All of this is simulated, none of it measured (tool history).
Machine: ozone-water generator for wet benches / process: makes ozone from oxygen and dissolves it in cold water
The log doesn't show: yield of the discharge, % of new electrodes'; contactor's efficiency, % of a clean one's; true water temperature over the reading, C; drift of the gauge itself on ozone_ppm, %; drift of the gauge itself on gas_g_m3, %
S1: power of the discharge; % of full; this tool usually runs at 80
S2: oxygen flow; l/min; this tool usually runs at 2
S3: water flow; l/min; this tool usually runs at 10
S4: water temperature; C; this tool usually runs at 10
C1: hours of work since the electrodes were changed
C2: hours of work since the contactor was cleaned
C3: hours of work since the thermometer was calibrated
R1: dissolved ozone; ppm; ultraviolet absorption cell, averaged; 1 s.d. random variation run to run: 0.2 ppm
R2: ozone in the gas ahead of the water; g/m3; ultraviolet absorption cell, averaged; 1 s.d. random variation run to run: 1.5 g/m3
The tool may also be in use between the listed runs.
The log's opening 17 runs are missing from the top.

run	hour	S1	S2	S3	S4	C1	C2	C3	R1	R2
18	1940.7	80	1.27	10	17	6082	684	112	22	327.1
19	2071.4	80	1.27	10	17	6208	810	238	22	326.7
20	2206.4	73	2	10	10	6338	940	368	23.8	237.9
21	2338.3	73	2	10	12	6465	1067	495	23	239.7
# hour 2427.2: water thermometer calibrated, once more
22	2470.1	48	1.57	14	7	6591	1193	41	11.9	207.5
23	2613.6	48	1.57	10	6	6730	1332	180	17.6	205.6
24	2693.1	48	1.57	10	6	6806	1408	256	17.8	208.2
25	2827.2	48	1.17	11	6	6936	1537	385	14.9	244.3
26	2925.6	48	2.91	7	10	7030	1632	480	24.6	147.8
27	2985.1	80	2	7	10	7088	1689	538	33.7	247.8
28	3096.5	66	2	10	7	7195	1797	645	22	219
29	3169.7	66	2	10	7	7266	1867	715	22.1	220.1
30	3277.5	47	1.34	10	7	7370	1971	819	16.5	218.3
31	3392.8	48	1.34	10	8	7481	2082	930	16.7	223.4
32	3500	50	1.5	10	8	7584	2186	1034	17.6	212.1
33	3641	63	2.57	10	8	7720	2322	1170	21.4	183.7

Below are 4 alternative next runs, each starting from the tool's condition after run 33. Predict each:
A	3721.7	63	1.04	10	8	7798	2399	1247	?	?
B	3721.7	80	1.73	10	8	7798	2399	1247	?	?
C	3721.7	80	2	12	8	7798	2399	1247	?	?
D	3721.7	49	2	11	12	7798	2399	1247	?	?

run	R1	R2
A	18.3	302
B	23.4	264.9
C	19.8	243.7
D	15.5	179.6
The same runs, with their run-to-run variation unchanged, on a tool lacking any hidden condition would have given:
run	R1	R2
A	22	349.7
B	28.8	314.8
C	24.5	289.6
D	18.1	202.4
